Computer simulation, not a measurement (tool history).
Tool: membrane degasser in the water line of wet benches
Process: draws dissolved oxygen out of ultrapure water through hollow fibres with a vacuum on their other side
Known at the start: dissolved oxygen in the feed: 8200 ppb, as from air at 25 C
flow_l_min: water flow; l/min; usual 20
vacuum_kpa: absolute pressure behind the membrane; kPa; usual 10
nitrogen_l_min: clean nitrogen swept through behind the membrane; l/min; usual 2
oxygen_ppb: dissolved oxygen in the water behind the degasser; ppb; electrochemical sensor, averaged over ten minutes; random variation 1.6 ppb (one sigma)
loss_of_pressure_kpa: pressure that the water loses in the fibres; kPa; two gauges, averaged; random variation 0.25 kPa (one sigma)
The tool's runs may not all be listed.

run 1 hour=0 | flow_l_min=20 vacuum_kpa=10 nitrogen_l_min=2 | oxygen_ppb=164.4 loss_of_pressure_kpa=68.37
run 2 hour=138.2 | flow_l_min=20 vacuum_kpa=10 nitrogen_l_min=2 | oxygen_ppb=164.3 loss_of_pressure_kpa=68.33
run 3 hour=212.7 | flow_l_min=20 vacuum_kpa=10 nitrogen_l_min=2 | oxygen_ppb=163.9 loss_of_pressure_kpa=68.25
run 4 hour=290 | flow_l_min=20 vacuum_kpa=10 nitrogen_l_min=2 | oxygen_ppb=162.9 loss_of_pressure_kpa=68.09
run 5 hour=365.8 | flow_l_min=19 vacuum_kpa=10 nitrogen_l_min=2 | oxygen_ppb=156 loss_of_pressure_kpa=64.62
run 6 hour=531.5 | flow_l_min=19 vacuum_kpa=10 nitrogen_l_min=2 | oxygen_ppb=156.5 loss_of_pressure_kpa=64.84
run 7 hour=645.6 | flow_l_min=19 vacuum_kpa=10 nitrogen_l_min=2 | oxygen_ppb=154.8 loss_of_pressure_kpa=65.33
run 8 hour=724.3 | flow_l_min=19 vacuum_kpa=10 nitrogen_l_min=2 | oxygen_ppb=156.1 loss_of_pressure_kpa=64.93
run 9 hour=869.1 | flow_l_min=19 vacuum_kpa=10 nitrogen_l_min=2 | oxygen_ppb=156 loss_of_pressure_kpa=64.97
run 10 hour=960.3 | flow_l_min=19 vacuum_kpa=10 nitrogen_l_min=2 | oxygen_ppb=157 loss_of_pressure_kpa=64.99
run 11 hour=1088.6 | flow_l_min=19 vacuum_kpa=8.2 nitrogen_l_min=4.78 | oxygen_ppb=52.2 loss_of_pressure_kpa=65.36
run 12 hour=1244.1 | flow_l_min=24 vacuum_kpa=13.4 nitrogen_l_min=4.78 | oxygen_ppb=133.2 loss_of_pressure_kpa=82.63
run 13 hour=1400.1 | flow_l_min=29 vacuum_kpa=13.4 nitrogen_l_min=3.32 | oxygen_ppb=226.3 loss_of_pressure_kpa=99.8
run 14 hour=1509.4 | flow_l_min=19 vacuum_kpa=13.4 nitrogen_l_min=1.15 | oxygen_ppb=369.7 loss_of_pressure_kpa=65.16
run 15 hour=1619.3 | flow_l_min=19 vacuum_kpa=13.4 nitrogen_l_min=1.15 | oxygen_ppb=374 loss_of_pressure_kpa=65.42
run 16 hour=1688.6 | flow_l_min=24 vacuum_kpa=7.3 nitrogen_l_min=0.86 | oxygen_ppb=250.1 loss_of_pressure_kpa=82.28
run 17 hour=1773.9 | flow_l_min=30 vacuum_kpa=16.6 nitrogen_l_min=5.76 | oxygen_ppb=190.7 loss_of_pressure_kpa=103.3
run 18 hour=1930.7 | flow_l_min=25 vacuum_kpa=18.1 nitrogen_l_min=5.15 | oxygen_ppb=186.5 loss_of_pressure_kpa=86.35
run 19 hour=2088.7 | flow_l_min=17 vacuum_kpa=6 nitrogen_l_min=4.35 | oxygen_ppb=30.6 loss_of_pressure_kpa=58.24

Not shown: 1 entry that the log had between the listed runs. Between which runs, and how does the tool's hidden state differ before and after?
Between runs 2 and 3: seals of the vacuum lines changed (hour 212.7)
  membrane still open, %: 96.7 -> 96.6; air that leaks in behind the membrane, l/min: 0.0171 -> 0.0032
  measured less the result without the state, oxygen_ppb: +4.3 -> +1.8 ppb; loss_of_pressure_kpa: +2.28 -> +2.31 kPa
